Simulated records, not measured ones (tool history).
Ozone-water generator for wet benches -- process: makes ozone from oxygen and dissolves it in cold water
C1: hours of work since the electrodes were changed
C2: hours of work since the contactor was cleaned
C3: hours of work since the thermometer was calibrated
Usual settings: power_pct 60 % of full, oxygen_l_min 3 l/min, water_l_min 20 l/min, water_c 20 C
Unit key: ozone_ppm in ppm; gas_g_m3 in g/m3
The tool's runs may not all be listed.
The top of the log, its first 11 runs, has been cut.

{"run": 12, "day": 50.238, "power_pct": 60, "oxygen_l_min": 3, "water_l_min": 20, "water_c": 20, "C1": 1447, "C2": 1694, "C3": 856, "ozone_ppm": 10.8, "gas_g_m3": 137.5}
{"run": 13, "day": 56.479, "power_pct": 60, "oxygen_l_min": 3, "water_l_min": 20, "water_c": 20, "C1": 1553, "C2": 1801, "C3": 963, "ozone_ppm": 10.9, "gas_g_m3": 137.4}
{"run": 14, "day": 61.092, "power_pct": 60, "oxygen_l_min": 3, "water_l_min": 20, "water_c": 20, "C1": 1632, "C2": 1879, "C3": 1041, "ozone_ppm": 10.7, "gas_g_m3": 138}
{"run": 15, "day": 66.788, "power_pct": 60, "oxygen_l_min": 3, "water_l_min": 20, "water_c": 20, "C1": 1729, "C2": 1977, "C3": 1138, "ozone_ppm": 10.8, "gas_g_m3": 136.9}
{"run": 16, "day": 71.788, "power_pct": 60, "oxygen_l_min": 3, "water_l_min": 20, "water_c": 20, "C1": 1814, "C2": 2062, "C3": 1223, "ozone_ppm": 11, "gas_g_m3": 137.3}
{"run": 17, "day": 75.683, "power_pct": 46, "oxygen_l_min": 3.16, "water_l_min": 17, "water_c": 20, "C1": 1881, "C2": 2128, "C3": 1290, "ozone_ppm": 10, "gas_g_m3": 104.7}
{"run": 18, "day": 79.162, "power_pct": 46, "oxygen_l_min": 3.38, "water_l_min": 32, "water_c": 20, "C1": 1940, "C2": 2187, "C3": 1349, "ozone_ppm": 5.1, "gas_g_m3": 99.7}
{"run": 19, "day": 82.65, "power_pct": 59, "oxygen_l_min": 3, "water_l_min": 16, "water_c": 20, "C1": 1999, "C2": 2247, "C3": 1409, "ozone_ppm": 13.3, "gas_g_m3": 136.2}
{"run": 20, "day": 87.912, "power_pct": 45, "oxygen_l_min": 3, "water_l_min": 20, "water_c": 18, "C1": 2089, "C2": 2337, "C3": 1498, "ozone_ppm": 8.5, "gas_g_m3": 107.3}
{"run": 21, "day": 92.783, "power_pct": 91, "oxygen_l_min": 1.95, "water_l_min": 14, "water_c": 13, "C1": 2172, "C2": 2419, "C3": 1581, "ozone_ppm": 22.9, "gas_g_m3": 257.2}
{"run": 22, "day": 97.4, "power_pct": 91, "oxygen_l_min": 1.95, "water_l_min": 13, "water_c": 24, "C1": 2251, "C2": 2498, "C3": 1660, "ozone_ppm": 21.7, "gas_g_m3": 255.5}
{"run": 23, "day": 100.546, "power_pct": 96, "oxygen_l_min": 3.65, "water_l_min": 13, "water_c": 14, "C1": 2304, "C2": 2552, "C3": 1714, "ozone_ppm": 25.9, "gas_g_m3": 182.7}
{"run": 24, "day": 106.808, "power_pct": 85, "oxygen_l_min": 2.45, "water_l_min": 28, "water_c": 19, "C1": 2411, "C2": 2659, "C3": 1820, "ozone_ppm": 9.9, "gas_g_m3": 210.3}
{"run": 25, "day": 109.875, "power_pct": 61, "oxygen_l_min": 1.95, "water_l_min": 26, "water_c": 20, "C1": 2463, "C2": 2711, "C3": 1873, "ozone_ppm": 7.8, "gas_g_m3": 179.6}
{"run": 26, "day": 115.717, "power_pct": 58, "oxygen_l_min": 3, "water_l_min": 28, "water_c": 20, "C1": 2563, "C2": 2810, "C3": 1972, "ozone_ppm": 7.1, "gas_g_m3": 132.7}
{"run": 27, "day": 118.421, "power_pct": 58, "oxygen_l_min": 3, "water_l_min": 28, "water_c": 20, "C1": 2609, "C2": 2856, "C3": 2018, "ozone_ppm": 7.4, "gas_g_m3": 131.1}
{"run": 28, "day": 121.812, "power_pct": 97, "oxygen_l_min": 3, "water_l_min": 26, "water_c": 13, "C1": 2667, "C2": 2914, "C3": 2076, "ozone_ppm": 13.1, "gas_g_m3": 207.8}
{"run": 29, "day": 124.95, "power_pct": 60, "oxygen_l_min": 1.76, "water_l_min": 16, "water_c": 20, "C1": 2720, "C2": 2968, "C3": 2129, "ozone_ppm": 12.7, "gas_g_m3": 186.4}
{"run": 30, "day": 130.808, "power_pct": 60, "oxygen_l_min": 1.76, "water_l_min": 16, "water_c": 20, "C1": 2820, "C2": 3068, "C3": 2229, "ozone_ppm": 12.7, "gas_g_m3": 187.6}
{"run": 31, "day": 135.208, "power_pct": 50, "oxygen_l_min": 1.76, "water_l_min": 24, "water_c": 20, "C1": 2895, "C2": 3143, "C3": 2304, "ozone_ppm": 6.9, "gas_g_m3": 159}
{"run": 32, "day": 141.221, "power_pct": 50, "oxygen_l_min": 1.76, "water_l_min": 24, "water_c": 20, "C1": 2998, "C2": 3245, "C3": 2407, "ozone_ppm": 6.9, "gas_g_m3": 159.1}

Here are 3 independent what-if runs from the current tool condition. What would each one return?
{"run": "A", "day": 144.808, "power_pct": 60, "oxygen_l_min": 3, "water_l_min": 20, "water_c": 17, "C1": 3059, "C2": 3306, "C3": 2468, "ozone_ppm": "?", "gas_g_m3": "?"}
{"run": "B", "day": 144.808, "power_pct": 63, "oxygen_l_min": 2.58, "water_l_min": 20, "water_c": 26, "C1": 3059, "C2": 3306, "C3": 2468, "ozone_ppm": "?", "gas_g_m3": "?"}
{"run": "C", "day": 144.808, "power_pct": 40, "oxygen_l_min": 2.31, "water_l_min": 15, "water_c": 20, "C1": 3059, "C2": 3306, "C3": 2468, "ozone_ppm": "?", "gas_g_m3": "?"}

run=A ozone_ppm=11 gas_g_m3=133.8
run=B ozone_ppm=10.1 gas_g_m3=154.8
run=C ozone_ppm=9.6 gas_g_m3=111.1
What these runs would have given with no unlogged condition in the tool:
run=A ozone_ppm=11.7 gas_g_m3=140.1
run=B ozone_ppm=10.8 gas_g_m3=162.4
run=C ozone_ppm=10 gas_g_m3=114.1
